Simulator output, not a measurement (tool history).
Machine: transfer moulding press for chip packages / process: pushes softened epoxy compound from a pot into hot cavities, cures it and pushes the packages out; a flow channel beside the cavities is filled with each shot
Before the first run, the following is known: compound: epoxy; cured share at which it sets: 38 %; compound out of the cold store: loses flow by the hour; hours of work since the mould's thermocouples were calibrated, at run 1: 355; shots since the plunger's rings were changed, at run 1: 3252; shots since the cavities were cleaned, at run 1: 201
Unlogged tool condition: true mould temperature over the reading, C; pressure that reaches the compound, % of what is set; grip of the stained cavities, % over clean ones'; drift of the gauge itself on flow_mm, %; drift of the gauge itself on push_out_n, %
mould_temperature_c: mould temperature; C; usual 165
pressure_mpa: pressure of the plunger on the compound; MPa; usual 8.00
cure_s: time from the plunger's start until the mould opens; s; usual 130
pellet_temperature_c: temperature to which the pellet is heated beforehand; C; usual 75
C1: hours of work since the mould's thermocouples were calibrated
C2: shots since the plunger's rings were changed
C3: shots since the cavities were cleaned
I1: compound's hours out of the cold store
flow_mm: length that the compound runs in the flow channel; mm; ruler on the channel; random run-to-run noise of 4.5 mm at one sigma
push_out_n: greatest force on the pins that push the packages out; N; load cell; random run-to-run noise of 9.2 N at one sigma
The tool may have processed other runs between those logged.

{"run": 1, "hour": 0.0, "mould_temperature_c": 165, "pressure_mpa": 8.0, "cure_s": 130, "pellet_temperature_c": 75, "C1": 355, "C2": 3252, "C3": 201, "I1": 15.5, "flow_mm": 761, "push_out_n": 438}
{"hour": 42.7, "done": "cavities cleaned with cleaning compound and waxed"}
{"run": 2, "hour": 94.7, "mould_temperature_c": 165, "pressure_mpa": 8.0, "cure_s": 130, "pellet_temperature_c": 75, "C1": 406, "C2": 3986, "C3": 410, "I1": 37.2, "flow_mm": 661, "push_out_n": 426}
{"hour": 112.1, "done": "cavities cleaned with cleaning compound and waxed"}
{"hour": 130.1, "done": "plunger's sealing rings changed"}
{"hour": 182.6, "done": "cavities cleaned with cleaning compound and waxed"}
{"run": 3, "hour": 184.0, "mould_temperature_c": 165, "pressure_mpa": 8.0, "cure_s": 130, "pellet_temperature_c": 75, "C1": 452, "C2": 413, "C3": 11, "I1": 31.5, "flow_mm": 695, "push_out_n": 426}
{"hour": 250.7, "done": "cavities cleaned with cleaning compound and waxed"}
{"run": 4, "hour": 255.2, "mould_temperature_c": 165, "pressure_mpa": 9.52, "cure_s": 130, "pellet_temperature_c": 75, "C1": 490, "C2": 961, "C3": 35, "I1": 35.3, "flow_mm": 745, "push_out_n": 430}
{"hour": 319.2, "done": "cavities cleaned with cleaning compound and waxed"}
{"run": 5, "hour": 349.7, "mould_temperature_c": 165, "pressure_mpa": 8.0, "cure_s": 130, "pellet_temperature_c": 75, "C1": 540, "C2": 1694, "C3": 240, "I1": 37.4, "flow_mm": 670, "push_out_n": 438}
{"hour": 392.5, "done": "cavities cleaned with cleaning compound and waxed"}
{"run": 6, "hour": 412.1, "mould_temperature_c": 165, "pressure_mpa": 8.0, "cure_s": 130, "pellet_temperature_c": 75, "C1": 574, "C2": 2173, "C3": 154, "I1": 44.0, "flow_mm": 647, "push_out_n": 421}
{"hour": 458.7, "done": "cavities cleaned with cleaning compound and waxed"}
{"run": 7, "hour": 478.9, "mould_temperature_c": 165, "pressure_mpa": 8.0, "cure_s": 130, "pellet_temperature_c": 75, "C1": 609, "C2": 2687, "C3": 158, "I1": 11.6, "flow_mm": 775, "push_out_n": 443}
{"hour": 525.7, "done": "cavities cleaned with cleaning compound and waxed"}
{"run": 8, "hour": 557.6, "mould_temperature_c": 165, "pressure_mpa": 8.0, "cure_s": 130, "pellet_temperature_c": 75, "C1": 651, "C2": 3295, "C3": 251, "I1": 43.3, "flow_mm": 644, "push_out_n": 429}
{"hour": 597.2, "done": "cavities cleaned with cleaning compound and waxed"}
{"run": 9, "hour": 651.2, "mould_temperature_c": 165, "pressure_mpa": 8.0, "cure_s": 130, "pellet_temperature_c": 75, "C1": 702, "C2": 4021, "C3": 425, "I1": 30.2, "flow_mm": 695, "push_out_n": 429}
{"hour": 667.5, "done": "cavities cleaned with cleaning compound and waxed"}
{"hour": 685.4, "done": "plunger's sealing rings changed"}
{"run": 10, "hour": 719.9, "mould_temperature_c": 165, "pressure_mpa": 8.0, "cure_s": 130, "pellet_temperature_c": 75, "C1": 737, "C2": 271, "C3": 392, "I1": 15.4, "flow_mm": 751, "push_out_n": 443}
{"hour": 740.1, "done": "cavities cleaned with cleaning compound and waxed"}
{"hour": 773.4, "done": "mould's thermocouples calibrated"}
{"run": 11, "hour": 790.5, "mould_temperature_c": 172, "pressure_mpa": 8.0, "cure_s": 130, "pellet_temperature_c": 84, "C1": 9, "C2": 800, "C3": 382, "I1": 40.0, "flow_mm": 617, "push_out_n": 345}
{"hour": 813.4, "done": "cavities cleaned with cleaning compound and waxed"}
{"run": 12, "hour": 852.2, "mould_temperature_c": 165, "pressure_mpa": 8.0, "cure_s": 129, "pellet_temperature_c": 75, "C1": 42, "C2": 1274, "C3": 306, "I1": 23.1, "flow_mm": 723, "push_out_n": 447}
{"hour": 885.7, "done": "cavities cleaned with cleaning compound and waxed"}
{"run": 13, "hour": 918.3, "mould_temperature_c": 165, "pressure_mpa": 8.57, "cure_s": 129, "pellet_temperature_c": 75, "C1": 77, "C2": 1783, "C3": 257, "I1": 36.2, "flow_mm": 699, "push_out_n": 414}
{"hour": 953.7, "done": "cavities cleaned with cleaning compound and waxed"}
{"run": 14, "hour": 977.2, "mould_temperature_c": 165, "pressure_mpa": 7.64, "cure_s": 145, "pellet_temperature_c": 75, "C1": 109, "C2": 2234, "C3": 185, "I1": 19.8, "flow_mm": 708, "push_out_n": 372}
{"hour": 1022.3, "done": "cavities cleaned with cleaning compound and waxed"}
{"run": 15, "hour": 1030.8, "mould_temperature_c": 165, "pressure_mpa": 7.64, "cure_s": 145, "pellet_temperature_c": 75, "C1": 137, "C2": 2645, "C3": 67, "I1": 46.0, "flow_mm": 622, "push_out_n": 374}
{"run": 16, "hour": 1077.6, "mould_temperature_c": 165, "pressure_mpa": 7.64, "cure_s": 145, "pellet_temperature_c": 75, "C1": 163, "C2": 3013, "C3": 435, "I1": 15.7, "flow_mm": 738, "push_out_n": 398}
{"hour": 1095.7, "done": "cavities cleaned with cleaning compound and waxed"}
{"run": 17, "hour": 1145.0, "mould_temperature_c": 164, "pressure_mpa": 9.81, "cure_s": 121, "pellet_temperature_c": 81, "C1": 199, "C2": 3532, "C3": 388, "I1": 17.8, "flow_mm": 836, "push_out_n": 531}

Predict each of these 4 candidate next runs independently; none follows another, all start after run 17:
{"hour": 1168.6, "done": "cavities cleaned with cleaning compound and waxed"}
{"run": "A", "hour": 1206.8, "mould_temperature_c": 165, "pressure_mpa": 8.0, "cure_s": 142, "pellet_temperature_c": 75, "C1": 232, "C2": 4007, "C3": 300, "I1": 8.1, "flow_mm": "?", "push_out_n": "?"}
{"hour": 1168.6, "done": "cavities cleaned with cleaning compound and waxed"}
{"run": "B", "hour": 1206.8, "mould_temperature_c": 165, "pressure_mpa": 8.93, "cure_s": 130, "pellet_temperature_c": 66, "C1": 232, "C2": 4007, "C3": 300, "I1": 15.5, "flow_mm": "?", "push_out_n": "?"}
{"hour": 1168.6, "done": "cavities cleaned with cleaning compound and waxed"}
{"run": "C", "hour": 1206.8, "mould_temperature_c": 171, "pressure_mpa": 8.88, "cure_s": 130, "pellet_temperature_c": 67, "C1": 232, "C2": 4007, "C3": 300, "I1": 44.4, "flow_mm": "?", "push_out_n": "?"}
{"hour": 1168.6, "done": "cavities cleaned with cleaning compound and waxed"}
{"run": "D", "hour": 1206.8, "mould_temperature_c": 164, "pressure_mpa": 8.0, "cure_s": 130, "pellet_temperature_c": 66, "C1": 232, "C2": 4007, "C3": 300, "I1": 40.3, "flow_mm": "?", "push_out_n": "?"}

run=A flow_mm=783 push_out_n=393
run=B flow_mm=791 push_out_n=461
run=C flow_mm=651 push_out_n=350
run=D flow_mm=668 push_out_n=457
The same runs, with their run-to-run variation unchanged, on a tool lacking any hidden condition would have given:
run=A flow_mm=784 push_out_n=391
run=B flow_mm=791 push_out_n=459
run=C flow_mm=652 push_out_n=348
run=D flow_mm=669 push_out_n=454
